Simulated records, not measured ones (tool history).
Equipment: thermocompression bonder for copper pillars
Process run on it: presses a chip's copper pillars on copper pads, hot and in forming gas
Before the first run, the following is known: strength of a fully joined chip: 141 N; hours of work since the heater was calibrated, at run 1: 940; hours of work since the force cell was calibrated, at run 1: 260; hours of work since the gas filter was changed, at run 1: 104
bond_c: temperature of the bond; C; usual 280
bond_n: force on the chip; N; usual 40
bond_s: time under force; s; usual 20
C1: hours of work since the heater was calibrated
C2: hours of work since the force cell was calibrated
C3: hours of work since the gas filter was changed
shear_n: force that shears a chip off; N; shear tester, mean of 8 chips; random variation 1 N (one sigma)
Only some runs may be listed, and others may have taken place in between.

run 1 day=0.000 | bond_c=280 bond_n=40 bond_s=20 | C1=940 C2=260 C3=104 | shear_n=77.0
run 2 day=1.329 | bond_c=280 bond_n=40 bond_s=20 | C1=964 C2=284 C3=128 | shear_n=75.9
-- day=1.900 heater calibrated with a thermocouple chip
run 3 day=2.267 | bond_c=280 bond_n=40 bond_s=20 | C1=7 C2=299 C3=143 | shear_n=83.5
run 4 day=4.017 | bond_c=280 bond_n=40 bond_s=20 | C1=37 C2=329 C3=173 | shear_n=83.1
run 5 day=5.646 | bond_c=281 bond_n=40 bond_s=20 | C1=66 C2=358 C3=202 | shear_n=80.2
-- day=6.092 forming gas filter changed
run 6 day=7.033 | bond_c=281 bond_n=40 bond_s=20 | C1=90 C2=382 C3=17 | shear_n=90.1
run 7 day=8.621 | bond_c=280 bond_n=26 bond_s=20 | C1=118 C2=410 C3=45 | shear_n=66.6
run 8 day=10.212 | bond_c=280 bond_n=26 bond_s=20 | C1=146 C2=438 C3=73 | shear_n=65.9
run 9 day=11.446 | bond_c=260 bond_n=58 bond_s=11 | C1=168 C2=460 C3=94 | shear_n=78.8
run 10 day=12.312 | bond_c=280 bond_n=31 bond_s=10 | C1=183 C2=475 C3=110 | shear_n=55.2
run 11 day=13.771 | bond_c=286 bond_n=50 bond_s=35 | C1=209 C2=501 C3=135 | shear_n=107.1
run 12 day=14.633 | bond_c=261 bond_n=37 bond_s=13 | C1=224 C2=516 C3=150 | shear_n=57.5
run 13 day=16.192 | bond_c=280 bond_n=42 bond_s=21 | C1=251 C2=544 C3=178 | shear_n=85.6
run 14 day=17.375 | bond_c=280 bond_n=42 bond_s=21 | C1=272 C2=564 C3=199 | shear_n=81.2
-- day=18.021 forming gas filter changed
run 15 day=18.217 | bond_c=291 bond_n=26 bond_s=15 | C1=287 C2=579 C3=3 | shear_n=65.3

Predict each of these 3 candidate next runs independently; none follows another, all start after run 15:
run A day=19.050 | bond_c=267 bond_n=25 bond_s=16 | C1=301 C2=594 C3=18 | shear_n=?
run B day=19.050 | bond_c=280 bond_n=30 bond_s=14 | C1=301 C2=594 C3=18 | shear_n=?
run C day=19.050 | bond_c=266 bond_n=26 bond_s=15 | C1=301 C2=594 C3=18 | shear_n=?

run=A shear_n=51.8
run=B shear_n=63.5
run=C shear_n=51.5
Without the tool's hidden state the same runs would have given:
run=A shear_n=55.7
run=B shear_n=67.7
run=C shear_n=55.3
